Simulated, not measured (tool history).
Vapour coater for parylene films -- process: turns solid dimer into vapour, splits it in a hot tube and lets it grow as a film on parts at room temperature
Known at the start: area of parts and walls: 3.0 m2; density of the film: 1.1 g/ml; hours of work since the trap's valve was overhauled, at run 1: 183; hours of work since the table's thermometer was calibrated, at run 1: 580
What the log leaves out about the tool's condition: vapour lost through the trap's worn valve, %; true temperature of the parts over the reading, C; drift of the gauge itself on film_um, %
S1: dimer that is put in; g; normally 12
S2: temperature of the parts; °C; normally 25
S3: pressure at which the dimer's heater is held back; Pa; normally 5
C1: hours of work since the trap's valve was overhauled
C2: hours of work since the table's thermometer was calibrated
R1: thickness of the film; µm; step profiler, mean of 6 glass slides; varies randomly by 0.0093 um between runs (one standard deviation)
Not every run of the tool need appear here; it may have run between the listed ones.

| run | hour | S1 | S2 | S3 | C1 | C2 | R1 |
|---|---|---|---|---|---|---|---|
| 1 | 0 | 12 | 25 | 5 | 183 | 580 | 1.988 |
| 2 | 21.1 | 12 | 25 | 5 | 196 | 594 | 1.961 |
| 3 | 40.3 | 12 | 25 | 5 | 208 | 606 | 1.969 |
| 4 | 53 | 12 | 32 | 5 | 216 | 614 | 1.534 |
| 5 | 69.9 | 12 | 32 | 5 | 227 | 624 | 1.534 |
| 6 | 90.3 | 12 | 32 | 5 | 240 | 637 | 1.538 |
| 7 | 102.7 | 12 | 32 | 3.75 | 248 | 645 | 1.566 |
| 8 | 119.1 | 5 | 25 | 5 | 258 | 655 | 0.808 |
| 9 | 130.3 | 5 | 25 | 5 | 265 | 663 | 0.83 |
| 10 | 146.4 | 5 | 25 | 5 | 275 | 673 | 0.837 |
| 11 | 158.2 | 5 | 25 | 5 | 283 | 680 | 0.815 |
| 12 | 178.3 | 5 | 25 | 5 | 295 | 693 | 0.821 |
| 13 | 190.8 | 14 | 25 | 5 | 303 | 701 | 2.304 |
| 14 | 212.6 | 14 | 25 | 5 | 317 | 714 | 2.323 |
| 15 | 222.6 | 14 | 25 | 5 | 323 | 721 | 2.329 |
| 16 | 243.9 | 14 | 25 | 5 | 337 | 734 | 2.304 |
| 17 | 258.4 | 14 | 25 | 5 | 346 | 743 | 2.308 |
| 18 | 272.4 | 14 | 25 | 5 | 355 | 752 | 2.291 |
|  | 283.5 | trap's valve overhauled |
| 19 | 298.1 | 12 | 25 | 5 | 9 | 766 | 1.974 |
| 20 | 309 | 5 | 25 | 5 | 16 | 773 | 0.813 |
| 21 | 328.1 | 5 | 25 | 5 | 28 | 785 | 0.816 |
| 22 | 347.8 | 5 | 25 | 5 | 41 | 797 | 0.82 |
| 23 | 366.9 | 12 | 25 | 5 | 53 | 809 | 1.987 |
| 24 | 389.5 | 12 | 25 | 5 | 67 | 823 | 1.986 |
| 25 | 407.2 | 12 | 25 | 5 | 78 | 835 | 1.99 |
| 26 | 417.9 | 13 | 19 | 9.6 | 85 | 841 | 2.531 |
| 27 | 436.1 | 9 | 34 | 5 | 96 | 853 | 1.081 |
| 28 | 445.8 | 12 | 31 | 5 | 102 | 859 | 1.596 |
| 29 | 466.9 | 18 | 31 | 2.66 | 116 | 872 | 2.509 |
| 30 | 476.8 | 8 | 31 | 2.66 | 122 | 878 | 1.119 |
| 31 | 492.4 | 8 | 31 | 2.66 | 132 | 888 | 1.121 |
| 32 | 505.9 | 8 | 31 | 2.66 | 140 | 897 | 1.114 |
| 33 | 527.3 | 8 | 31 | 2.66 | 154 | 910 | 1.116 |
| 34 | 542.3 | 12 | 19 | 3.53 | 163 | 920 | 2.52 |
| 35 | 553.3 | 21 | 25 | 2.89 | 170 | 927 | 3.615 |
| 36 | 565 | 5 | 25 | 3.25 | 177 | 934 | 0.859 |
| 37 | 583.4 | 14 | 28 | 3.01 | 189 | 946 | 2.159 |
| 38 | 594.5 | 12 | 33 | 6.82 | 196 | 953 | 1.446 |
| 39 | 613.4 | 16 | 19 | 4.68 | 208 | 965 | 3.285 |
| 40 | 625.8 | 16 | 19 | 4.68 | 216 | 972 | 3.3 |
| 41 | 645.4 | 16 | 19 | 4.68 | 228 | 985 | 3.263 |
| 42 | 656.8 | 16 | 19 | 4.68 | 235 | 992 | 3.304 |
| 43 | 671.2 | 16 | 19 | 4.68 | 244 | 1001 | 3.287 |
| 44 | 687.1 | 16 | 21 | 2.82 | 254 | 1011 | 3.151 |
| 45 | 709.8 | 17 | 33 | 11.44 | 269 | 1025 | 1.986 |
| 46 | 721.4 | 17 | 21 | 4.6 | 276 | 1033 | 3.267 |
| 47 | 732.1 | 17 | 25 | 5 | 283 | 1039 | 2.813 |

Entry by entry between the runs, the difference in hidden state between the last listed run before and the first listed run after:
In the gap between runs 18 and 19: trap's valve overhauled (hour 283.5)
  vapour lost through the trap's worn valve, %: 0.3 -> 0
